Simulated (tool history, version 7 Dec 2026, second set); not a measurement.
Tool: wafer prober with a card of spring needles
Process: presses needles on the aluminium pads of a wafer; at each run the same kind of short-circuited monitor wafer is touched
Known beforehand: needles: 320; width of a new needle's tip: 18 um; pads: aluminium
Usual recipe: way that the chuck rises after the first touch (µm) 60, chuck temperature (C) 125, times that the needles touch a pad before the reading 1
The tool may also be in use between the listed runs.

run   hour  way that the chuck rises after the first touch (µm)  chuck temperature (C)  times that the needles touch a pad before the reading  resistance of one needle with its contact and lead (mohm)  way that a needle slides on the pad (µm)
  1    0.0                                                   60                    125                                                      1                                                        195                                      8.77
       9.9  -- tips cleaned on abrasive film
      20.7  -- tips cleaned on abrasive film
      33.1  -- tips cleaned on abrasive film
  2   40.5                                                   60                    125                                                      1                                                        256                                      8.86
      45.7  -- tips cleaned on abrasive film
      57.0  -- tips cleaned on abrasive film
  3   62.0                                                   60                    125                                                      1                                                        226                                      8.82
      69.8  -- tips cleaned on abrasive film
      80.3  -- tips cleaned on abrasive film
  4   90.5                                                   60                    125                                                      1                                                        272                                      8.69
      93.1  -- tips cleaned on abrasive film
     105.4  -- tips cleaned on abrasive film
     118.0  -- tips cleaned on abrasive film
  5  124.0                                                   60                    125                                                      1                                                        234                                      8.94
     129.2  -- tips cleaned on abrasive film
     141.0  -- tips cleaned on abrasive film
     152.6  -- tips cleaned on abrasive film
  6  160.9                                                   60                    125                                                      3                                                        194                                      8.82
     163.5  -- tips cleaned on abrasive film
     175.2  -- tips cleaned on abrasive film
     186.5  -- tips cleaned on abrasive film
  7  191.0                                                   60                    125                                                      3                                                        179                                      8.68
     197.6  -- tips cleaned on abrasive film
     209.9  -- tips cleaned on abrasive film
  8  219.5                                                   60                    125                                                      3                                                        196                                      8.76
     221.4  -- tips cleaned on abrasive film
     232.5  -- tips cleaned on abrasive film
     244.0  -- tips cleaned on abrasive film
  9  244.3                                                   60                    125                                                      3                                                        159                                      8.75
     254.7  -- tips cleaned on abrasive film
     265.0  -- tips cleaned on abrasive film
 10  265.0                                                   60                    125                                                      3                                                        154                                      8.69
     275.3  -- tips cleaned on abrasive film
     286.3  -- tips cleaned on abrasive film
 11  294.4                                                   60                    125                                                      3                                                        199                                      8.57
     296.7  -- tips cleaned on abrasive film
     309.3  -- tips cleaned on abrasive film
     321.8  -- tips cleaned on abrasive film
 12  322.0                                                   71                     32                                                      1                                                        139                                     10.38
     334.0  -- tips cleaned on abrasive film
     346.6  -- tips cleaned on abrasive film
     358.5  -- tips cleaned on abrasive film
 13  363.0                                                   60                     45                                                      1                                                        234                                      8.62
     365.8  -- height of the first contact set anew
     370.1  -- tips cleaned on abrasive film
     381.4  -- tips cleaned on abrasive film
     391.8  -- tips cleaned on abrasive film
 14  391.8                                                   73                     65                                                      2                                                        142                                     10.47
     402.1  -- tips cleaned on abrasive film
     412.9  -- tips cleaned on abrasive film
 15  412.9                                                   73                     65                                                      2                                                        136                                     10.47
     423.8  -- tips cleaned on abrasive film
     435.1  -- tips cleaned on abrasive film
     445.4  -- tips cleaned on abrasive film
 16  445.4                                                   50                     65                                                      2                                                        158                                      6.98
     457.7  -- tips cleaned on abrasive film
     469.9  -- tips cleaned on abrasive film
     480.1  -- tips cleaned on abrasive film
 17  480.1                                                   72                     78                                                      2                                                        144                                     10.23
     491.4  -- tips cleaned on abrasive film
 18  501.1                                                   72                     78                                                      2                                                        208                                     10.14
     503.7  -- tips cleaned on abrasive film
     514.7  -- tips cleaned on abrasive film
     527.4  -- tips cleaned on abrasive film
     539.3  -- tips cleaned on abrasive film
 19  539.3                                                   65                    125                                                      2                                                        155                                      9.14
     546.1  -- height of the first contact set anew, once more
     551.3  -- tips cleaned on abrasive film
     562.6  -- tips cleaned on abrasive film
 20  566.6                                                   61                     91                                                      1                                                        225                                      9.09
     573.3  -- tips cleaned on abrasive film
     584.7  -- tips cleaned on abrasive film
     595.3  -- tips cleaned on abrasive film
 21  604.9                                                   41                     37                                                      2                                                        348                                      5.94

Predict each of these 3 candidate next runs independently; none follows another, all start after run 21:
     606.9  -- tips cleaned on abrasive film
     618.1  -- tips cleaned on abrasive film
  A  627.8                                                   41                     46                                                      3                                                          ?                                         ?
     606.9  -- tips cleaned on abrasive film
     618.1  -- tips cleaned on abrasive film
  B  627.8                                                   60                    125                                                      2                                                          ?                                         ?
     606.9  -- tips cleaned on abrasive film
     618.1  -- tips cleaned on abrasive film
  C  627.8                                                   61                     77                                                      1                                                          ?                                         ?

run  resistance of one needle with its contact and lead (mohm)  way that a needle slides on the pad (µm)
  A                                                        268                                      6.12
  B                                                        233                                      8.79
  C                                                        287                                      9.14
With the hidden condition removed and each run's random variation left untouched, the same runs would have given:
run  resistance of one needle with its contact and lead (mohm)  way that a needle slides on the pad (µm)
  A                                                        140                                      6.19
  B                                                        142                                      8.86
  C                                                        133                                      9.21

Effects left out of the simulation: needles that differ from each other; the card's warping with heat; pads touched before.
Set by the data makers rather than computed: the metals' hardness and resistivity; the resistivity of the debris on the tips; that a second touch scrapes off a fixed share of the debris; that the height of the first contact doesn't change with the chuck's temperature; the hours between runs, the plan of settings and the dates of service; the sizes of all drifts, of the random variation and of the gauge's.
